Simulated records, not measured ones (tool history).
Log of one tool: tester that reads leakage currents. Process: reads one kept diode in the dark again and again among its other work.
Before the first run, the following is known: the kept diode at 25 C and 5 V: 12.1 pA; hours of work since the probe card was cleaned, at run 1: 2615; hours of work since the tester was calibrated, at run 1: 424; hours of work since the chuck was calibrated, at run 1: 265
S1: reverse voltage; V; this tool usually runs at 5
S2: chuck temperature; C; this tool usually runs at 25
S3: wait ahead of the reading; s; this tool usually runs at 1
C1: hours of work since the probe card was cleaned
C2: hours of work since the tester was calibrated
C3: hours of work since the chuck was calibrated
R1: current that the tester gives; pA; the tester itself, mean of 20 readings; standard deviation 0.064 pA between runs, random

run,hour,S1,S2,S3,C1,C2,C3,R1
1,0,5,25,1,2615,424,265,17.5
2,101.6,5,24,1,2673,483,323,16.66
# hour 159.1: probe card cleaned and baked
3,338.5,5,24,1,103,618,458,12.7
4,459.6,5,47,1,173,688,528,75.48
5,608.1,5,25,1,259,773,614,14.15
6,804.1,5,25,1,372,886,727,14.55
7,1017.6,5,25,1,495,1009,850,14.85
8,1164.5,5,25,1,580,1094,935,15.07
9,1318.6,5,35,1,669,1183,1024,32.51
10,1553.9,5,35,1,804,1319,1159,32.77
11,1668.3,5,35,1,870,1385,1225,32.97
12,1864.4,5,35,1,984,1498,1338,33.55
13,2003.8,5,29,1,1064,1578,1419,21.7
14,2173.4,2.37,29,0.53,1162,1676,1517,16.64
15,2381.2,2.37,29,0.53,1282,1796,1636,16.86
16,2513.1,2.37,29,0.53,1358,1872,1713,16.94
17,2703.4,11.69,32,0.82,1467,1982,1822,42.11
# hour 2862.3: chuck's temperature calibrated
18,2900.9,11.69,32,0.82,1580,2095,22,37.92
19,3092.5,11.69,32,0.82,1691,2205,133,38.7

Expected results for the next run?
20,3246.2,10.6,53,4.1,1779,2294,221,?

For run 20 the tool returned R1 152.26 pA.
With the hidden condition absent and the run-to-run variation left alone, this run would have shown R1 146.06 pA.
